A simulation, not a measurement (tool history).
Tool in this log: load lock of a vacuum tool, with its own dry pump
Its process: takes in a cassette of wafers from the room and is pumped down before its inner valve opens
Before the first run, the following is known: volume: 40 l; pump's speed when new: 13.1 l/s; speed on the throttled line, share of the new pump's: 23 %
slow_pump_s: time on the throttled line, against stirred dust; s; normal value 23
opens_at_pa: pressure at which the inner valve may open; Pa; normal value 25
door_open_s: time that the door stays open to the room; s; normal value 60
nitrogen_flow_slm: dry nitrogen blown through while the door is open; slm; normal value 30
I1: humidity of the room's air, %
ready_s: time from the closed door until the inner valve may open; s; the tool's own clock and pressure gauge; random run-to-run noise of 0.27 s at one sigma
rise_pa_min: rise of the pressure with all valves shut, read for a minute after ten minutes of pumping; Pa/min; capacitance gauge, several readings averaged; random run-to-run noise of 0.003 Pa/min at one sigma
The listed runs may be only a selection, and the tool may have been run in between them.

run 1 hour=0.0 | slow_pump_s=23 opens_at_pa=25 door_open_s=60 nitrogen_flow_slm=30 | I1=44.5 | ready_s=44.3 rise_pa_min=0.071
run 2 hour=118.1 | slow_pump_s=23 opens_at_pa=25 door_open_s=103 nitrogen_flow_slm=30 | I1=46.4 | ready_s=44.2 rise_pa_min=0.088
run 3 hour=287.7 | slow_pump_s=23 opens_at_pa=25 door_open_s=60 nitrogen_flow_slm=30 | I1=41.8 | ready_s=44.2 rise_pa_min=0.074
run 4 hour=427.3 | slow_pump_s=23 opens_at_pa=25 door_open_s=60 nitrogen_flow_slm=30 | I1=42.6 | ready_s=44.5 rise_pa_min=0.082
run 5 hour=542.3 | slow_pump_s=23 opens_at_pa=20 door_open_s=60 nitrogen_flow_slm=30 | I1=44.2 | ready_s=44.5 rise_pa_min=0.083
run 6 hour=748.9 | slow_pump_s=23 opens_at_pa=20 door_open_s=60 nitrogen_flow_slm=30 | I1=47.3 | ready_s=45.0 rise_pa_min=0.098
run 7 hour=875.8 | slow_pump_s=17 opens_at_pa=20 door_open_s=60 nitrogen_flow_slm=30 | I1=45.7 | ready_s=40.8 rise_pa_min=0.102
run 8 hour=1038.2 | slow_pump_s=23 opens_at_pa=25 door_open_s=60 nitrogen_flow_slm=30 | I1=46.8 | ready_s=44.3 rise_pa_min=0.113
run 9 hour=1196.7 | slow_pump_s=23 opens_at_pa=25 door_open_s=60 nitrogen_flow_slm=30 | I1=46.5 | ready_s=44.4 rise_pa_min=0.123
run 10 hour=1363.5 | slow_pump_s=23 opens_at_pa=25 door_open_s=60 nitrogen_flow_slm=30 | I1=44.6 | ready_s=44.2 rise_pa_min=0.130
run 11 hour=1599.3 | slow_pump_s=23 opens_at_pa=25 door_open_s=78 nitrogen_flow_slm=30 | I1=47.0 | ready_s=44.5 rise_pa_min=0.152
run 12 hour=1763.4 | slow_pump_s=23 opens_at_pa=25 door_open_s=60 nitrogen_flow_slm=30 | I1=44.0 | ready_s=44.4 rise_pa_min=0.154
run 13 hour=1902.1 | slow_pump_s=23 opens_at_pa=25 door_open_s=60 nitrogen_flow_slm=30 | I1=43.3 | ready_s=44.5 rise_pa_min=0.155
run 14 hour=2046.6 | slow_pump_s=23 opens_at_pa=25 door_open_s=60 nitrogen_flow_slm=30 | I1=44.5 | ready_s=44.7 rise_pa_min=0.161
run 15 hour=2258.9 | slow_pump_s=23 opens_at_pa=25 door_open_s=60 nitrogen_flow_slm=30 | I1=44.3 | ready_s=44.6 rise_pa_min=0.178
run 16 hour=2403.6 | slow_pump_s=23 opens_at_pa=36 door_open_s=60 nitrogen_flow_slm=30 | I1=44.7 | ready_s=43.4 rise_pa_min=0.189
run 17 hour=2624.8 | slow_pump_s=23 opens_at_pa=25 door_open_s=60 nitrogen_flow_slm=37 | I1=45.0 | ready_s=45.0 rise_pa_min=0.197
run 18 hour=2781.6 | slow_pump_s=23 opens_at_pa=25 door_open_s=60 nitrogen_flow_slm=37 | I1=47.2 | ready_s=44.6 rise_pa_min=0.214
run 19 hour=2942.7 | slow_pump_s=23 opens_at_pa=25 door_open_s=60 nitrogen_flow_slm=37 | I1=44.4 | ready_s=44.5 rise_pa_min=0.218
run 20 hour=3092.9 | slow_pump_s=29 opens_at_pa=25 door_open_s=77 nitrogen_flow_slm=37 | I1=44.6 | ready_s=49.0 rise_pa_min=0.231
run 21 hour=3313.8 | slow_pump_s=15 opens_at_pa=25 door_open_s=97 nitrogen_flow_slm=37 | I1=43.1 | ready_s=38.4 rise_pa_min=0.261
run 22 hour=3467.4 | slow_pump_s=15 opens_at_pa=25 door_open_s=97 nitrogen_flow_slm=37 | I1=47.4 | ready_s=39.0 rise_pa_min=0.276
run 23 hour=3641.1 | slow_pump_s=22 opens_at_pa=25 door_open_s=158 nitrogen_flow_slm=16 | I1=45.7 | ready_s=43.8 rise_pa_min=0.327
run 24 hour=3854.6 | slow_pump_s=45 opens_at_pa=25 door_open_s=60 nitrogen_flow_slm=5 | I1=43.9 | ready_s=60.8 rise_pa_min=0.321
run 25 hour=4050.3 | slow_pump_s=12 opens_at_pa=18 door_open_s=66 nitrogen_flow_slm=5 | I1=41.2 | ready_s=37.9 rise_pa_min=0.344
run 26 hour=4265.9 | slow_pump_s=12 opens_at_pa=31 door_open_s=62 nitrogen_flow_slm=5 | I1=44.5 | ready_s=35.7 rise_pa_min=0.368
run 27 hour=4487.4 | slow_pump_s=12 opens_at_pa=23 door_open_s=62 nitrogen_flow_slm=5 | I1=44.0 | ready_s=37.1 rise_pa_min=0.382
run 28 hour=4603.4 | slow_pump_s=30 opens_at_pa=25 door_open_s=60 nitrogen_flow_slm=30 | I1=45.2 | ready_s=50.0 rise_pa_min=0.367
run 29 hour=4812.7 | slow_pump_s=31 opens_at_pa=34 door_open_s=182 nitrogen_flow_slm=30 | I1=41.5 | ready_s=50.1 rise_pa_min=0.415
run 30 hour=4985.1 | slow_pump_s=31 opens_at_pa=30 door_open_s=94 nitrogen_flow_slm=32 | I1=44.4 | ready_s=50.7 rise_pa_min=0.417
run 31 hour=5191.6 | slow_pump_s=20 opens_at_pa=25 door_open_s=29 nitrogen_flow_slm=26 | I1=45.8 | ready_s=43.4 rise_pa_min=0.412
run 32 hour=5369.5 | slow_pump_s=35 opens_at_pa=25 door_open_s=60 nitrogen_flow_slm=28 | I1=48.3 | ready_s=54.3 rise_pa_min=0.439
run 33 hour=5580.2 | slow_pump_s=23 opens_at_pa=40 door_open_s=43 nitrogen_flow_slm=30 | I1=50.8 | ready_s=43.5 rise_pa_min=0.464
run 34 hour=5732.2 | slow_pump_s=23 opens_at_pa=40 door_open_s=43 nitrogen_flow_slm=30 | I1=47.6 | ready_s=43.6 rise_pa_min=0.466
run 35 hour=5961.8 | slow_pump_s=23 opens_at_pa=26 door_open_s=60 nitrogen_flow_slm=8 | I1=47.0 | ready_s=45.0 rise_pa_min=0.553
run 36 hour=6096.6 | slow_pump_s=23 opens_at_pa=26 door_open_s=60 nitrogen_flow_slm=8 | I1=45.4 | ready_s=45.4 rise_pa_min=0.558
run 37 hour=6301.3 | slow_pump_s=23 opens_at_pa=20 door_open_s=55 nitrogen_flow_slm=30 | I1=42.0 | ready_s=46.2 rise_pa_min=0.538
run 38 hour=6435.6 | slow_pump_s=23 opens_at_pa=20 door_open_s=55 nitrogen_flow_slm=30 | I1=46.3 | ready_s=45.8 rise_pa_min=0.564

Alternative continuations, all from the tool just after run 38; predict every row:
run A hour=6556.9 | slow_pump_s=15 opens_at_pa=25 door_open_s=60 nitrogen_flow_slm=30 | I1=47.2 | ready_s=? rise_pa_min=?
run B hour=6556.9 | slow_pump_s=26 opens_at_pa=39 door_open_s=55 nitrogen_flow_slm=11 | I1=46.8 | ready_s=? rise_pa_min=?
run C hour=6556.9 | slow_pump_s=23 opens_at_pa=20 door_open_s=55 nitrogen_flow_slm=17 | I1=47.0 | ready_s=? rise_pa_min=?

run=A ready_s=39.5 rise_pa_min=0.587
run=B ready_s=46.3 rise_pa_min=0.602
run=C ready_s=45.8 rise_pa_min=0.608
Had the tool no hidden state, the same runs would have come out as:
run=A ready_s=37.1 rise_pa_min=0.046
run=B ready_s=44.4 rise_pa_min=0.060
run=C ready_s=43.5 rise_pa_min=0.056
